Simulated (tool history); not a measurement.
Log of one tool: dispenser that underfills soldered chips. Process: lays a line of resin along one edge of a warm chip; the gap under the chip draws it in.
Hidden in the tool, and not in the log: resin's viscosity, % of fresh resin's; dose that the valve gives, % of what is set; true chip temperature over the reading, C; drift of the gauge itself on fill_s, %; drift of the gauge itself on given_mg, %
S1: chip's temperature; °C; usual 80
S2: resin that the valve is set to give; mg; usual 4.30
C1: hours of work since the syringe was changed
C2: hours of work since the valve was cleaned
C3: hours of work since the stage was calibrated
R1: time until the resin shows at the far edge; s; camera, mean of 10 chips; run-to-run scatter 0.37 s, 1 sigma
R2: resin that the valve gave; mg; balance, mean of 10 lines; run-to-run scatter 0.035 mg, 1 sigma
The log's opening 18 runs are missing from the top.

Run 19, hour 141.2: usual settings but S1 93 °C, S2 4.18 mg; C1 5; C2 127; C3 397. Result: R1 15.8 s, R2 3.79 mg.
At hour 145.6: new syringe of resin.
Run 20, hour 146.4: usual settings but S1 68 °C; C1 1; C2 130; C3 401. Result: R1 39.2 s, R2 3.87 mg.
At hour 157.0: new syringe of resin.
Run 21, hour 158.0: usual settings but S1 79 °C; C1 1; C2 139; C3 409. Result: R1 24.1 s, R2 3.81 mg.
At hour 163.3: dispensing valve cleaned and set on the balance.
At hour 168.9: new syringe of resin.
Run 22, hour 169.9: usual settings but S1 71 °C, S2 5.27 mg; C1 1; C2 5; C3 417. Result: R1 32.4 s, R2 5.21 mg.
Run 23, hour 178.7: usual settings but S1 71 °C, S2 5.27 mg; C1 7; C2 11; C3 424. Result: R1 42.3 s, R2 5.20 mg.
At hour 179.9: new syringe of resin.
Run 24, hour 185.5: usual settings but S1 86 °C, S2 5.53 mg; C1 4; C2 16; C3 428. Result: R1 18.8 s, R2 5.44 mg.
At hour 190.8: new syringe of resin.
Run 25, hour 192.3: usual settings but S1 86 °C, S2 5.53 mg; C1 1; C2 21; C3 433. Result: R1 17.6 s, R2 5.41 mg.
At hour 201.6: new syringe of resin.
Run 26, hour 202.4: usual settings but S1 76 °C; C1 1; C2 28; C3 441. Result: R1 25.5 s, R2 4.16 mg.

For run 27, what comes out?
Run 27, hour 210.2: usual settings but S1 81 °C; C1 6; C2 34; C3 446. Result: R1 ?, R2 ?.

Run 27 gave R1 26.2 s, R2 4.19 mg.
Had the tool carried no hidden state, the very same run would have given R1 21.4 s, R2 4.32 mg.
